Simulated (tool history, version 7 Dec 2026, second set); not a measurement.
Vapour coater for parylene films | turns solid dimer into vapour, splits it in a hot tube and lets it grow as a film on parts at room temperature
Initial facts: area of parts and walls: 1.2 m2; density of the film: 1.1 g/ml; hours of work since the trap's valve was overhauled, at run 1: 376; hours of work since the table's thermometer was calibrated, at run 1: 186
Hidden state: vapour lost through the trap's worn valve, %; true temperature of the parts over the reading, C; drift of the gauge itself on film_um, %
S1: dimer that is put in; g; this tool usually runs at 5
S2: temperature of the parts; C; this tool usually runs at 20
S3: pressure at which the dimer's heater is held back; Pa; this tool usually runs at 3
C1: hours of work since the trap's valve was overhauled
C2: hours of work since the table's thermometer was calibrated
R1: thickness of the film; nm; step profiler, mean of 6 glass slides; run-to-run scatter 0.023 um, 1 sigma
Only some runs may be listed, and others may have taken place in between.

run	day	S1	S2	S3	C1	C2	R1
1	0	5	20	3	376	186	2540
2	0.821	5	20	3	387	197	2470
3	1.317	5	20	3	394	203	2460
4	2.062	5	20	3	404	213	2460
5	2.671	5	20	3	412	221	2460
6	3.458	5	20	3	422	231	2460
7	4.112	5	20	3	431	240	2430
8	4.496	5	20	3	436	245	2450
# day 5.233: trap's valve overhauled
9	5.388	5	20	3	2	255	2770
10	5.792	5	20	3	7	260	2800
11	6.321	5	20	3	14	267	2760
12	7.038	5	20	3	24	276	2770
13	7.508	5	20	3	30	283	2730
14	8.275	5	13	3	40	293	3170
15	8.95	2	15	9.34	49	301	1130
16	9.65	3	20	2.43	58	311	1650
17	10.121	3	21	4.66	64	317	1550
18	10.533	2	21	10.25	70	322	1000
19	11.154	2	21	10.25	78	330	990
20	11.767	2	21	10.25	86	339	970
21	12.412	3	18	10.34	95	347	1550

Across each entry between runs, compare the hidden state at the last listed run before it with the hidden state at the first listed run after it:
Logged between run 8 and run 9: trap's valve overhauled (day 5.233)
  vapour lost through the trap's worn valve, %: 11.7 -> 0.3
  measured result minus the result with no hidden state, R1: -340 -> -20 nm

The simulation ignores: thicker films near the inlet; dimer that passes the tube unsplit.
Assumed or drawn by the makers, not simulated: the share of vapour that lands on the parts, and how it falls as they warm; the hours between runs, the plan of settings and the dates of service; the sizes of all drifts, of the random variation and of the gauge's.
